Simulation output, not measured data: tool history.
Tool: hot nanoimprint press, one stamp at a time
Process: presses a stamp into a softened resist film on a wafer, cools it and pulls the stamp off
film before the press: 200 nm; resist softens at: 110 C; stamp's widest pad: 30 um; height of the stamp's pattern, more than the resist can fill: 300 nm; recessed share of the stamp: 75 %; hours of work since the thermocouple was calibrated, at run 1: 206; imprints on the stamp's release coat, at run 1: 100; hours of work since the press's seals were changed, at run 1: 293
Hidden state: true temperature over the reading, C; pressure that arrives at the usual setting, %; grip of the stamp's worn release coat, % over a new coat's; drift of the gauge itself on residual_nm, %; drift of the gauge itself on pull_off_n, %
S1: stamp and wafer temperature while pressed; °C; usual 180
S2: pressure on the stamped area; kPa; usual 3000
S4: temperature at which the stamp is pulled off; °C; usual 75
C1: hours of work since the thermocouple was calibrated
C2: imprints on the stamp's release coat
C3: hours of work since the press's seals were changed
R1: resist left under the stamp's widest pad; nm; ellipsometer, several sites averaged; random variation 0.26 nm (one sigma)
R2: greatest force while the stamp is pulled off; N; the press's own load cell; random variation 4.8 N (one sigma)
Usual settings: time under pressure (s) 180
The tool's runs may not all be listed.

run 1 hour=0.0 | S1=180 S2=3000 time_under_pressure_(s)=180 S4=75 | C1=206 C2=100 C3=293 | R1=118.3 R2=246
run 2 hour=34.8 | S1=180 S2=3000 time_under_pressure_(s)=180 S4=75 | C1=231 C2=174 C3=318 | R1=117.4 R2=244
run 3 hour=97.5 | S1=180 S2=3000 time_under_pressure_(s)=183 S4=75 | C1=275 C2=308 C3=363 | R1=116.9 R2=245
run 4 hour=146.9 | S1=189 S2=3000 time_under_pressure_(s)=183 S4=75 | C1=310 C2=414 C3=398 | R1=86.8 R2=276
run 5 hour=203.9 | S1=180 S2=3000 time_under_pressure_(s)=180 S4=75 | C1=351 C2=536 C3=438 | R1=117.4 R2=280
run 6 hour=246.0 | S1=180 S2=3000 time_under_pressure_(s)=180 S4=75 | C1=381 C2=626 C3=468 | R1=117.0 R2=283
run 7 hour=289.8 | S1=180 S2=3000 time_under_pressure_(s)=180 S4=75 | C1=412 C2=720 C3=500 | R1=116.5 R2=304
run 8 hour=347.4 | S1=180 S2=3000 time_under_pressure_(s)=182 S4=75 | C1=453 C2=844 C3=541 | R1=115.9 R2=297
run 9 hour=395.2 | S1=180 S2=3000 time_under_pressure_(s)=182 S4=75 | C1=487 C2=946 C3=575 | R1=116.3 R2=315
run 10 hour=447.8 | S1=180 S2=3000 time_under_pressure_(s)=182 S4=75 | C1=525 C2=1059 C3=612 | R1=116.2 R2=330
run 11 hour=491.4 | S1=180 S2=3000 time_under_pressure_(s)=182 S4=75 | C1=556 C2=1152 C3=643 | R1=115.9 R2=327
-- hour=499.0 plate thermocouple calibrated
run 12 hour=556.0 | S1=180 S2=3000 time_under_pressure_(s)=180 S4=74 | C1=41 C2=1284 C3=687 | R1=118.1 R2=351
run 13 hour=608.8 | S1=180 S2=3000 time_under_pressure_(s)=180 S4=74 | C1=78 C2=1397 C3=724 | R1=117.6 R2=365
run 14 hour=673.4 | S1=184 S2=1930 time_under_pressure_(s)=275 S4=80 | C1=124 C2=1535 C3=770 | R1=114.9 R2=324
run 15 hour=732.9 | S1=175 S2=1930 time_under_pressure_(s)=306 S4=80 | C1=166 C2=1663 C3=813 | R1=145.1 R2=335
run 16 hour=774.7 | S1=175 S2=1930 time_under_pressure_(s)=306 S4=80 | C1=196 C2=1752 C3=843 | R1=144.7 R2=337
run 17 hour=815.3 | S1=189 S2=3000 time_under_pressure_(s)=180 S4=71 | C1=225 C2=1839 C3=871 | R1=86.8 R2=457
-- hour=847.6 press's hydraulic seals changed and the load cell set to zero
run 18 hour=873.8 | S1=189 S2=3000 time_under_pressure_(s)=123 S4=71 | C1=261 C2=1947 C3=19 | R1=97.2 R2=445
run 19 hour=921.8 | S1=180 S2=3000 time_under_pressure_(s)=184 S4=66 | C1=295 C2=2050 C3=53 | R1=115.1 R2=533
run 20 hour=956.9 | S1=180 S2=3620 time_under_pressure_(s)=184 S4=66 | C1=320 C2=2125 C3=78 | R1=104.4 R2=546
run 21 hour=995.2 | S1=180 S2=3620 time_under_pressure_(s)=184 S4=66 | C1=347 C2=2207 C3=105 | R1=103.9 R2=549
-- hour=1019.6 stamp cleaned and given a new release coat
run 22 hour=1059.9 | S1=191 S2=2120 time_under_pressure_(s)=180 S4=75 | C1=389 C2=86 C3=147 | R1=97.5 R2=236
run 23 hour=1100.1 | S1=191 S2=2120 time_under_pressure_(s)=180 S4=75 | C1=418 C2=172 C3=175 | R1=97.7 R2=232
run 24 hour=1138.9 | S1=191 S2=2120 time_under_pressure_(s)=180 S4=75 | C1=445 C2=255 C3=203 | R1=97.9 R2=240

Forecast each of these 4 alternatives for the next run:
run A hour=1215.9 | S1=180 S2=3000 time_under_pressure_(s)=299 S4=70 | C1=500 C2=420 C3=258 | R1=? R2=?
run B hour=1215.9 | S1=180 S2=3590 time_under_pressure_(s)=180 S4=75 | C1=500 C2=420 C3=258 | R1=? R2=?
run C hour=1215.9 | S1=180 S2=2180 time_under_pressure_(s)=142 S4=70 | C1=500 C2=420 C3=258 | R1=? R2=?
run D hour=1215.9 | S1=180 S2=3600 time_under_pressure_(s)=177 S4=75 | C1=500 C2=420 C3=258 | R1=? R2=?

run=A R1=98.6 R2=308
run=B R1=104.8 R2=263
run=C R1=141.3 R2=303
run=D R1=104.7 R2=254
Without the tool's hidden state the same runs would have given:
run=A R1=102.5 R2=274
run=B R1=108.8 R2=236
run=C R1=145.4 R2=270
run=D R1=108.7 R2=227
